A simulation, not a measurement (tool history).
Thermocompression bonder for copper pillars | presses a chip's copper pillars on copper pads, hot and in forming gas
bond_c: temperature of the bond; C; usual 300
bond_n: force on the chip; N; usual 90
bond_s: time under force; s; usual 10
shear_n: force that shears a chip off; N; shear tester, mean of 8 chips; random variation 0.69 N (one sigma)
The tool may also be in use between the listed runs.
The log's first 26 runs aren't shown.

run    hour  bond_c  bond_n  bond_s  hours of work since the heater was calibrated  hours of work since the force cell was calibrated  hours of work since the gas filter was changed  shear_n
 27  1035.6     316     130      10                                            901                                               1239                                             153    108.2
     1055.6  -- heater calibrated with a thermocouple chip
 28  1080.3     316      59      10                                             14                                               1263                                             177     55.2
 29  1104.5     312      90       5                                             27                                               1276                                             190     58.2
 30  1160.1     312      90       5                                             58                                               1307                                             221     59.6
 31  1190.9     275      90      10                                             75                                               1324                                             238     52.7
 32  1217.2     299      82       7                                             89                                               1339                                             252       56
 33  1260.6     300      92       6                                            113                                               1363                                             276     57.9
 34  1310.9     284      90      22                                            141                                               1391                                             304     76.5
 35  1350.6     284      90      22                                            163                                               1413                                             326     76.3
 36  1385.7     300      68      10                                            183                                               1432                                             346     53.2
     1407.4  -- forming gas filter changed
 37  1415.9     300      68      10                                            199                                               1449                                               5       57
     1436.5  -- force cell calibrated
 38  1441.1     300      68      10                                            212                                                  3                                              18       56
 39  1464.7     308      71      13                                            225                                                 16                                              31     66.8
 40    1506     294     115      17                                            248                                                 38                                              54     94.6

Forecast each of these 3 alternatives for the next run:
  A  1547.7     300      90       9                                            271                                                 62                                              77        ?
  B  1547.7     300      90      13                                            271                                                 62                                              77        ?
  C  1547.7     299      70      10                                            271                                                 62                                              77        ?

run  shear_n
  A     66.9
  B     76.3
  C     55.5
Without the tool's hidden state the same runs would have given:
run  shear_n
  A     64.8
  B     74.1
  C     53.6
